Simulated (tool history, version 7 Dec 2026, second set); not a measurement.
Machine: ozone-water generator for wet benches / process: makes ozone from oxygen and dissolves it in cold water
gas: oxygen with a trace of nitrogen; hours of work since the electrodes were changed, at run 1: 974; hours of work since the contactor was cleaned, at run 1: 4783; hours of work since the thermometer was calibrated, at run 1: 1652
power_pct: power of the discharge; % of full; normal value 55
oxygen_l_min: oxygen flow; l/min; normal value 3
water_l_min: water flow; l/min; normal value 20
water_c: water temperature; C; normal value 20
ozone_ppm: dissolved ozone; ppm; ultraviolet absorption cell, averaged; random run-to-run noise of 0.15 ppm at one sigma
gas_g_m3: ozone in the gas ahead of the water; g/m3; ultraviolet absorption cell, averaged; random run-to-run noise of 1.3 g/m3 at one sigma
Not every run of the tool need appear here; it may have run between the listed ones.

run     day  power_pct  oxygen_l_min  water_l_min  water_c  hours of work since the electrodes were changed  hours of work since the contactor was cleaned  hours of work since the thermometer was calibrated  ozone_ppm  gas_g_m3
  1       0         55             3           20       20                                              974                                           4783                                                1652       16.3     225.1
  2   2.317         55             3           20       20                                             1010                                           4819                                                1688       16.4     223.3
  3   4.604         55             3           20       20                                             1046                                           4854                                                1723       16.2     225.2
  4   6.154         55             3           20       20                                             1070                                           4878                                                1747       16.2     221.4
  5   9.783         55             3           20       20                                             1126                                           4934                                                1803       16.1     225.7
  6  12.162         55             3           20       14                                             1163                                           4971                                                1840         17     226.9
  7  14.467         55             3           20       20                                             1198                                           5007                                                1876         16     224.1
  8   16.65         55             3           23       20                                             1232                                           5040                                                1910         14     226.3
  9  20.038         55             3           20       20                                             1285                                           5093                                                1962       16.1     225.5
 10  22.488         55             3           20       20                                             1323                                           5131                                                2000       15.9     222.7
 11  25.592         55             3           20       12                                             1371                                           5179                                                2048       17.2     225.3
 12  27.938         55             3           20       12                                             1407                                           5215                                                2084       17.1     224.7
 13  29.717         55             3           20       12                                             1434                                           5243                                                2112       17.4     223.3
 14  31.254         55             3           20       12                                             1458                                           5267                                                2136       17.3     223.9
 15  34.683         55          3.98           20       20                                             1511                                           5320                                                2189       16.5     190.5
 16  38.033         55             3           20       20                                             1563                                           5372                                                2241       15.9     222.5
     38.721  -- contactor cleaned
 17  39.746         55             3           20       20                                             1587                                             16                                                2265       15.5     224.8
 18  43.292         94          2.07           22       16                                             1642                                             71                                                2319       20.9     410.6
 19  46.188         53          1.98           17       26                                             1687                                            116                                                2364       15.8     277.5
 20  48.196         74          2.31           18       20                                             1718                                            147                                                2395       20.8     320.6
 21  51.508         55          2.54           18       14                                             1769                                            198                                                2447       17.9     243.7
     54.412  -- contactor cleaned, once more
 22  55.283         76           3.9           19       25                                             1825                                             13                                                2502       20.9     244.7
 23  58.238         76          4.09           30       25                                             1871                                             59                                                2548         15     236.1
 24    60.4         76          4.09           30       25                                             1904                                             93                                                2582       14.8     235.4
 25  63.062         76          4.09           30       25                                             1946                                            134                                                2623       14.9     238.1
 26  66.329         76          4.09           30       25                                             1996                                            185                                                2674       14.6     234.4
 27   69.95         56             3           14       22                                             2052                                            241                                                2730       22.1     227.2
 28  72.458         56             3           14       22                                             2091                                            279                                                2768       22.2     225.4
 29  74.762         55           1.9           12       20                                             2127                                            315                                                2804       24.7     287.3
 30      77         55             3           21       23                                             2161                                            350                                                2839       15.7     220.4
 31  78.762         94          3.88           17       28                                             2189                                            377                                                2866       25.7     283.1
 32  81.812         60          1.85           20       20                                             2236                                            424                                                2913       16.7     310.7
 33  84.429         55             3           25       13                                             2276                                            465                                                2954       14.6     220.5
 34  85.967         55             3           15       14                                             2300                                            489                                                2978       22.8     219.9

Describe how what the log doesn't record of the tool's condition differs between the last listed run preceding each entry between runs and the first listed run following it.
Between runs 16 and 17: contactor cleaned (day 38.721)
  contactor's efficiency, % of a clean one's: 86.1 -> 82.6
  what was measured, less what the result would be without the hidden state, ozone_ppm: -1.7 -> -2.1 ppm; gas_g_m3: -7.5 -> -7.7 g/m3
Between runs 21 and 22: contactor cleaned, once more (day 54.412)
  yield of the discharge, % of new electrodes': 95.6 -> 95.5; contactor's efficiency, % of a clean one's: 82.1 -> 99.9
  what was measured, less what the result would be without the hidden state, ozone_ppm: -2.4 -> -1.1 ppm; gas_g_m3: -9.1 -> -12.3 g/m3
